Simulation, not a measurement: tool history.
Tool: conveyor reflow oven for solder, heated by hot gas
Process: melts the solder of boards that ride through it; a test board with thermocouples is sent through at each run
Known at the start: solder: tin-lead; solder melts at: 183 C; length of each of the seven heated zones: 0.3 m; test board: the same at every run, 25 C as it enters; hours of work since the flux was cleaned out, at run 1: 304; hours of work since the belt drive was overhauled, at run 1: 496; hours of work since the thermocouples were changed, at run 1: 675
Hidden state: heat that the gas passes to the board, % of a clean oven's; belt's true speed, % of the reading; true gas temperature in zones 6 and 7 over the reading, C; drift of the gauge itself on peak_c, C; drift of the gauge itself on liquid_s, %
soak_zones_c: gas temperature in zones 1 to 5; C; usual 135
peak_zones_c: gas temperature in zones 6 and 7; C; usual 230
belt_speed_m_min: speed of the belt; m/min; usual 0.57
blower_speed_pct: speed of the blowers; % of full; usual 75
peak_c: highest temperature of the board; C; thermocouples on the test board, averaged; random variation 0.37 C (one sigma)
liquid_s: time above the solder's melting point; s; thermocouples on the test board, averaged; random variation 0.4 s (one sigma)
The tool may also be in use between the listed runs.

run    day  soak_zones_c  peak_zones_c  belt_speed_m_min  blower_speed_pct  hours of work since the flux was cleaned out  hours of work since the belt drive was overhauled  hours of work since the thermocouples were changed  peak_c  liquid_s
  1      0           135           230              0.57                75                                           304                                                496                                                 675   206.5      37.7
  2  0.525           135           230              0.57                75                                           314                                                506                                                 685   206.8      37.9
  3  0.892           135           230              0.57                75                                           321                                                513                                                 692   207.1      37.5
  4  1.225           135           230              0.57                75                                           327                                                520                                                 698   206.8      38.2
  5  1.629           135           242              0.57                75                                           335                                                527                                                 706   215.7      44.4
  6  2.017           135           230              0.57                75                                           342                                                535                                                 713   207.3      36.3
  7  2.542           137           230              0.57                75                                           352                                                545                                                 723   207.1      38.1
  8  3.038           137           230              0.57                75                                           362                                                554                                                 733   206.6      37.6
  9  3.475           137           230              0.57                75                                           370                                                563                                                 741   206.6      38.1
 10  3.833           137           230              0.57                75                                           377                                                569                                                 748   206.2      38.8
 11  4.112           135           230              0.57                75                                           382                                                575                                                 753     206      36.8
     4.325  -- belt drive overhauled, speed set with a stopwatch
 12  4.871           135           230              0.57                75                                           393                                                 10                                                 765   206.3      36.6
     5.208  -- flux residue cleaned out of gas plates and filters
 13  5.717           126           222             0.654                55                                            10                                                 22                                                 777   187.9       9.2
 14  6.079           126           222             0.654                55                                            17                                                 29                                                 784   188.4         9
     6.362  -- belt drive overhauled, speed set with a stopwatch, once more
 15  6.754           145           222             0.637                89                                            26                                                  7                                                 793   206.3      36.4
 16    7.2           126           234             0.646                75                                            35                                                 16                                                 802   205.6      29.2
 17    7.7           141           226             0.506                75                                            44                                                 25                                                 811   211.9      49.6
 18  8.183           141           226             0.506                75                                            53                                                 35                                                 821   211.5      49.8
 19  8.867           141           226             0.506                75                                            66                                                 48                                                 834   211.8      49.9
 20  9.146           141           226             0.506                75                                            72                                                 53                                                 839   211.9      49.5
 21  9.633           141           226             0.506                75                                            81                                                 62                                                 848   211.1      50.3

Forecast each of these 4 alternatives for the next run:
  A  9.967           141           227             0.487                75                                            87                                                 69                                                 855       ?         ?
  B  9.967           135           229             0.598                52                                            87                                                 69                                                 855       ?         ?
  C  9.967           122           230             0.503                89                                            87                                                 69                                                 855       ?         ?
  D  9.967           141           226             0.506                76                                            87                                                 69                                                 855       ?         ?

run  peak_c  liquid_s
  A   213.1      53.8
  B   196.6      23.1
  C   215.4      48.6
  D   212.3        50
Without the tool's hidden state the same runs would have given:
run  peak_c  liquid_s
  A   212.7      53.5
  B   196.5        23
  C   215.1      48.7
  D   211.9      49.8
